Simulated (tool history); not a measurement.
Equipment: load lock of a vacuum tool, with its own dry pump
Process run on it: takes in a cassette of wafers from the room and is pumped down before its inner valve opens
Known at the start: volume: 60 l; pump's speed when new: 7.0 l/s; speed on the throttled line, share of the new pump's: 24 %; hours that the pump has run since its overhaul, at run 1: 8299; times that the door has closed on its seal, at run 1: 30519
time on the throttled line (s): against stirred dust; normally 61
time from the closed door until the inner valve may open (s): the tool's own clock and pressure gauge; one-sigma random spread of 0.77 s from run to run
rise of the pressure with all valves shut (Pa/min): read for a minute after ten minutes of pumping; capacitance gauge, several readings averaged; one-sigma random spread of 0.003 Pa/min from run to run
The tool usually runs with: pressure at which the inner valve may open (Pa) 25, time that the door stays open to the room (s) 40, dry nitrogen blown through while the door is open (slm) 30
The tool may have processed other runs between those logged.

| run | hour | time on the throttled line (s) | pressure at which the inner valve may open (Pa) | time that the door stays open to the room (s) | dry nitrogen blown through while the door is open (slm) | hours that the pump has run since its overhaul | times that the door has closed on its seal | incoming humidity of the room's air, % | time from the closed door until the inner valve may open (s) | rise of the pressure with all valves shut (Pa/min) |
|---|---|---|---|---|---|---|---|---|---|---|
| 1 | 0 | 61 | 25 | 40 | 30 | 8299 | 30519 | 46.1 | 129.9 | 0.35 |
| 2 | 428.1 | 61 | 25 | 40 | 30 | 8727 | 32550 | 44.3 | 131.5 | 0.388 |
| 3 | 706.4 | 61 | 25 | 40 | 30 | 9005 | 33870 | 46.3 | 131.1 | 0.406 |
| 4 | 1139.3 | 61 | 25 | 40 | 30 | 9438 | 35923 | 48.9 | 130.3 | 0.441 |
| 5 | 1595.3 | 61 | 25 | 40 | 30 | 9894 | 38086 | 43.8 | 131.2 | 0.472 |
|  | 1820.3 | dry pump taken out, an overhauled one fitted |
| 6 | 1964.4 | 61 | 25 | 26 | 30 | 144 | 39809 | 43 | 117.4 | 0.51 |
| 7 | 2213.5 | 61 | 25 | 103 | 30 | 393 | 40990 | 45.2 | 119.2 | 0.537 |
|  | 2379.8 | door's seal changed, seat wiped |
| 8 | 2601.1 | 61 | 25 | 40 | 30 | 779 | 1050 | 45.7 | 117.2 | 0.018 |
| 9 | 2845.7 | 61 | 33 | 40 | 30 | 1024 | 2210 | 43.3 | 115 | 0.023 |
| 10 | 3122.4 | 61 | 33 | 40 | 30 | 1301 | 3523 | 44.3 | 116.6 | 0.024 |
| 11 | 3341.5 | 61 | 42 | 40 | 30 | 1520 | 4562 | 43.9 | 113.1 | 0.029 |
| 12 | 3568.1 | 61 | 25 | 40 | 16 | 1746 | 5637 | 45.5 | 119.3 | 0.038 |
| 13 | 3905.2 | 61 | 25 | 40 | 16 | 2083 | 7236 | 46.6 | 120 | 0.052 |
| 14 | 4159 | 61 | 25 | 40 | 16 | 2337 | 8440 | 47.2 | 121 | 0.058 |
| 15 | 4486.3 | 61 | 25 | 40 | 16 | 2664 | 9992 | 43.1 | 120.5 | 0.073 |
| 16 | 4739.6 | 61 | 25 | 40 | 16 | 2918 | 11194 | 42.8 | 119.4 | 0.077 |
| 17 | 4942 | 61 | 25 | 40 | 16 | 3120 | 12154 | 46.2 | 120.4 | 0.083 |
| 18 | 5271.1 | 61 | 42 | 40 | 30 | 3449 | 13715 | 48.1 | 115.2 | 0.091 |
| 19 | 5485.3 | 61 | 42 | 40 | 30 | 3663 | 14731 | 48.8 | 115.6 | 0.106 |
| 20 | 5781.9 | 61 | 39 | 25 | 30 | 3960 | 16138 | 44.1 | 115.8 | 0.113 |
| 21 | 6073 | 99 | 35 | 238 | 34 | 4251 | 17519 | 45.8 | 148.5 | 0.145 |
| 22 | 6273.3 | 79 | 38 | 60 | 34 | 4451 | 18469 | 44.1 | 131.8 | 0.143 |
| 23 | 6679.7 | 74 | 38 | 45 | 5 | 4858 | 20396 | 44.6 | 128 | 0.174 |
| 24 | 6883.6 | 51 | 25 | 40 | 30 | 5062 | 21364 | 45.1 | 116.7 | 0.183 |
| 25 | 7311.5 | 60 | 37 | 35 | 40 | 5490 | 23393 | 45.8 | 120.8 | 0.206 |
| 26 | 7728.8 | 60 | 37 | 35 | 40 | 5907 | 25373 | 43.9 | 119.5 | 0.226 |
| 27 | 8079.7 | 60 | 37 | 35 | 40 | 6258 | 27037 | 46.5 | 120.4 | 0.248 |
| 28 | 8523.8 | 94 | 49 | 165 | 5 | 6702 | 29144 | 44.2 | 143 | 0.313 |
| 29 | 8789.5 | 61 | 25 | 77 | 30 | 6968 | 30404 | 43.8 | 125.2 | 0.314 |
| 30 | 9093.2 | 30 | 25 | 40 | 4 | 7271 | 31845 | 42.9 | 103.1 | 0.34 |
| 31 | 9536.1 | 111 | 26 | 40 | 28 | 7714 | 33946 | 44.5 | 163.7 | 0.362 |
| 32 | 9871 | 61 | 25 | 113 | 30 | 8049 | 35534 | 43.7 | 127.4 | 0.399 |
| 33 | 10341 | 61 | 33 | 37 | 21 | 8519 | 37764 | 47.6 | 126.2 | 0.423 |
| 34 | 10623.8 | 40 | 36 | 162 | 5 | 8802 | 39105 | 42.6 | 109.7 | 0.48 |
| 35 | 11073 | 61 | 44 | 47 | 30 | 9251 | 41236 | 47 | 122.7 | 0.499 |
|  | 11208.8 | door's seal changed, seat wiped |
| 36 | 11428.4 | 61 | 44 | 47 | 30 | 9605 | 1042 | 43.5 | 123.3 | 0.016 |
| 37 | 11679.6 | 61 | 44 | 47 | 30 | 9856 | 2233 | 46.3 | 125.7 | 0.024 |

Below are 3 alternative next runs, each starting from the tool's condition after run 37. Predict each:
|  | 11922.5 | dry pump taken out, an overhauled one fitted |
| A | 12151.2 | 114 | 25 | 197 | 30 | 229 | 4442 | 44.5 | ? | ? |
|  | 11922.5 | dry pump taken out, an overhauled one fitted |
| B | 12151.2 | 119 | 36 | 47 | 13 | 229 | 4442 | 46.3 | ? | ? |
|  | 11922.5 | dry pump taken out, an overhauled one fitted |
| C | 12151.2 | 73 | 25 | 40 | 30 | 229 | 4442 | 47.4 | ? | ? |

| run | time from the closed door until the inner valve may open (s) | rise of the pressure with all valves shut (Pa/min) |
|---|---|---|
| A | 159.8 | 0.041 |
| B | 158.4 | 0.033 |
| C | 126.3 | 0.031 |
With the hidden condition removed and each run's random variation left untouched, the same runs would have given:
| run | time from the closed door until the inner valve may open (s) | rise of the pressure with all valves shut (Pa/min) |
|---|---|---|
| A | 159.8 | 0.023 |
| B | 158.4 | 0.016 |
| C | 126.3 | 0.013 |

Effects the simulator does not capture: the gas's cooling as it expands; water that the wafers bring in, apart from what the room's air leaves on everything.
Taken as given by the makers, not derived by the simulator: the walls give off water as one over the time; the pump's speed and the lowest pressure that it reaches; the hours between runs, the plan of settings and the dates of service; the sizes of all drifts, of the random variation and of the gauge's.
